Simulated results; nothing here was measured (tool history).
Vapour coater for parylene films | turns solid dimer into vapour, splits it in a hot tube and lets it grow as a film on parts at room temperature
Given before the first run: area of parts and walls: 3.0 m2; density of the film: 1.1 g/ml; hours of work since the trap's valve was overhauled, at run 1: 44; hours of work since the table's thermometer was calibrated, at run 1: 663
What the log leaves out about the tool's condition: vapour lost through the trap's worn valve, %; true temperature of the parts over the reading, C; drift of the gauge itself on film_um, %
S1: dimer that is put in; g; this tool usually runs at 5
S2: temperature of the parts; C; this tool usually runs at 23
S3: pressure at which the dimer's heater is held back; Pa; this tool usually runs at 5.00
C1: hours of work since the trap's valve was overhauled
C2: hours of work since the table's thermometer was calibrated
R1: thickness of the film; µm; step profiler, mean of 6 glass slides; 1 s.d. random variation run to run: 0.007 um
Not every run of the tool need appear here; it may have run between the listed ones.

Run 1, hour 0.0: usual settings; C1 44; C2 663. Result: R1 0.712 µm.
Run 2, hour 27.9: usual settings; C1 64; C2 684. Result: R1 0.691 µm.
Run 3, hour 45.7: usual settings but S2 32 C; C1 77; C2 697. Result: R1 0.454 µm.
Run 4, hour 67.5: usual settings but S2 32 C; C1 93; C2 713. Result: R1 0.443 µm.
Run 5, hour 85.2: usual settings but S2 32 C; C1 107; C2 726. Result: R1 0.452 µm.
Run 6, hour 101.4: usual settings but S2 32 C; C1 118; C2 738. Result: R1 0.466 µm.
Run 7, hour 116.1: usual settings; C1 129; C2 749. Result: R1 0.701 µm.
Run 8, hour 138.6: usual settings; C1 146; C2 766. Result: R1 0.683 µm.
Run 9, hour 162.9: usual settings; C1 164; C2 784. Result: R1 0.706 µm.
Run 10, hour 179.9: usual settings; C1 176; C2 796. Result: R1 0.695 µm.
Run 11, hour 205.4: usual settings; C1 195; C2 815. Result: R1 0.696 µm.
Run 12, hour 224.8: usual settings; C1 210; C2 829. Result: R1 0.678 µm.
At hour 249.0: trap's valve overhauled.
Run 13, hour 254.0: usual settings but S1 2 g; C1 4; C2 848. Result: R1 0.280 µm.
Run 14, hour 281.3: usual settings but S3 11.32 Pa; C1 24; C2 868. Result: R1 0.580 µm.
Run 15, hour 297.5: usual settings but S3 11.32 Pa; C1 36; C2 880. Result: R1 0.585 µm.
Run 16, hour 309.9: usual settings but S2 29 C; C1 45; C2 889. Result: R1 0.531 µm.
Run 17, hour 333.5: usual settings but S2 29 C; C1 62; C2 907. Result: R1 0.543 µm.
Run 18, hour 347.8: usual settings but S1 2 g, S2 29 C, S3 3.34 Pa; C1 73; C2 917. Result: R1 0.233 µm.
Run 19, hour 365.0: usual settings but S2 16 C, S3 9.64 Pa; C1 86; C2 930. Result: R1 0.829 µm.
Run 20, hour 378.3: usual settings but S1 4 g, S2 16 C, S3 9.64 Pa; C1 95; C2 940. Result: R1 0.665 µm.
Run 21, hour 391.8: usual settings but S1 4 g, S2 16 C, S3 9.64 Pa; C1 105; C2 950. Result: R1 0.657 µm.
Run 22, hour 418.4: usual settings but S1 4 g, S2 16 C, S3 9.64 Pa; C1 125; C2 969. Result: R1 0.669 µm.
Run 23, hour 443.3: usual settings but S1 4 g, S2 16 C, S3 9.64 Pa; C1 143; C2 988. Result: R1 0.650 µm.
Run 24, hour 466.6: usual settings but S1 4 g, S2 16 C, S3 9.64 Pa; C1 161; C2 1005. Result: R1 0.672 µm.
Run 25, hour 493.4: usual settings but S1 6 g, S2 30 C, S3 9.64 Pa; C1 180; C2 1025. Result: R1 0.512 µm.
Run 26, hour 507.0: usual settings but S1 4 g, S2 18 C, S3 2.49 Pa; C1 191; C2 1035. Result: R1 0.817 µm.
Run 27, hour 520.5: usual settings but S1 3 g, S3 10.90 Pa; C1 200; C2 1045. Result: R1 0.358 µm.
Run 28, hour 543.6: usual settings but S1 4 g, S2 25 C; C1 217; C2 1062. Result: R1 0.509 µm.
At hour 557.2: trap's valve overhauled.
Run 29, hour 566.4: usual settings but S1 4 g, S2 20 C, S3 9.25 Pa; C1 7; C2 1076. Result: R1 0.557 µm.
Run 30, hour 585.5: usual settings but S1 4 g, S2 20 C, S3 9.25 Pa; C1 21; C2 1090. Result: R1 0.551 µm.
Run 31, hour 610.7: usual settings but S1 7 g, S2 21 C; C1 40; C2 1108. Result: R1 1.083 µm.

What differs in the tool's unlogged condition from the final listed run ahead of each entry between runs to the first listed run following it?
Runs 12 to 13: trap's valve overhauled (hour 249.0)
  vapour lost through the trap's worn valve, %: 0.2 -> 0
Runs 28 to 29: trap's valve overhauled (hour 557.2)
  vapour lost through the trap's worn valve, %: 0.2 -> 0
